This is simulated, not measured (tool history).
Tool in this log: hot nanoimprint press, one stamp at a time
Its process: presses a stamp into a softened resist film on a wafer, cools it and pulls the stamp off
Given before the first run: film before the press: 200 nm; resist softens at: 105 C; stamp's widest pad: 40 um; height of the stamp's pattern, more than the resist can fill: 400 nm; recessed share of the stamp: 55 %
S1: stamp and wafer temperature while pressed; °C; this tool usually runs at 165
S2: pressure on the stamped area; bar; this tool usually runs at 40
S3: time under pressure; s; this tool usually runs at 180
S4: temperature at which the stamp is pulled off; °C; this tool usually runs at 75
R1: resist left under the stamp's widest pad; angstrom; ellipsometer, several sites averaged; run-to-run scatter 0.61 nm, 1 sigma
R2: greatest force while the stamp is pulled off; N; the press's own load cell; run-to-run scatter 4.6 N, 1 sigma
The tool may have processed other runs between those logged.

run,hour,S1,S2,S3,S4,R1,R2
1,0,165,40,180,75,782,302
2,27.5,165,40,180,75,778,304
3,62.4,165,40,345,75,597,307
# hour 77.9: plate thermocouple calibrated
4,104.9,165,40,345,75,619,320
5,139,165,40,180,75,819,323
6,192.4,165,40,180,75,818,336
7,231.4,165,40,180,75,834,337
8,266.5,165,40,180,75,822,330
9,295.2,165,35.5,180,75,866,337
10,318.7,165,35.5,180,75,867,340
# hour 349: stamp cleaned and given a new release coat
11,366.3,165,35.5,180,75,866,246
# hour 380.5: plate thermocouple calibrated, once more
12,415.6,165,35.5,180,75,781,228
13,440.9,165,35.5,180,75,784,236
14,490.3,159,40,180,75,932,235
15,525.9,165,40,180,75,748,247
16,576.6,165,40,180,75,757,250
17,604,165,40,180,75,750,250
18,654.6,165,61.5,180,75,642,252
19,703.7,168,61.5,180,75,566,262
20,740.7,168,28,301,60,644,369
21,792.8,168,28,301,60,640,359
22,824.7,170,28,301,60,597,365
23,857.3,170,28,301,60,591,374
24,907,170,28,301,60,595,379
25,937.5,170,32.9,171,60,714,387
26,983.7,168,42.2,180,75,670,287
27,1015.6,168,42.2,180,61,676,398
28,1064.6,165,45.1,180,76,753,305
29,1090.4,169,53.3,96,74,786,303
30,1136.5,169,59.9,125,74,670,318
31,1175.9,169,59.9,125,74,677,316

A few steps of R1 between consecutive runs. Split each: what settings, incoming material and random variation would produce without the hidden state, and what is left over for the hidden state, along with gauge scatter present in only one of the two compared results (measured, and without hidden state):
The tool's hidden condition here consists of: true temperature over the reading, C; pressure that arrives at the usual setting, %; grip of the stamp's worn release coat, % over a new coat's; drift of the gauge itself on residual_nm, %; drift of the gauge itself on pull_off_n, %.
Run 2 -> 3: S3 180 -> 345. R1 -181 angstrom: hidden state -12, all else -169.
Run 3 -> 4: plate thermocouple calibrated. R1 +22 angstrom: hidden state +25, all else -3.
Run 4 -> 5: S3 345 -> 180. R1 +200 angstrom: hidden state +22, all else +178.
Run 11 -> 12: plate thermocouple calibrated, once more. R1 -85 angstrom: hidden state -87, all else +2.
Run 14 -> 15: S1 159 -> 165. R1 -184 angstrom: hidden state -5, all else -179.
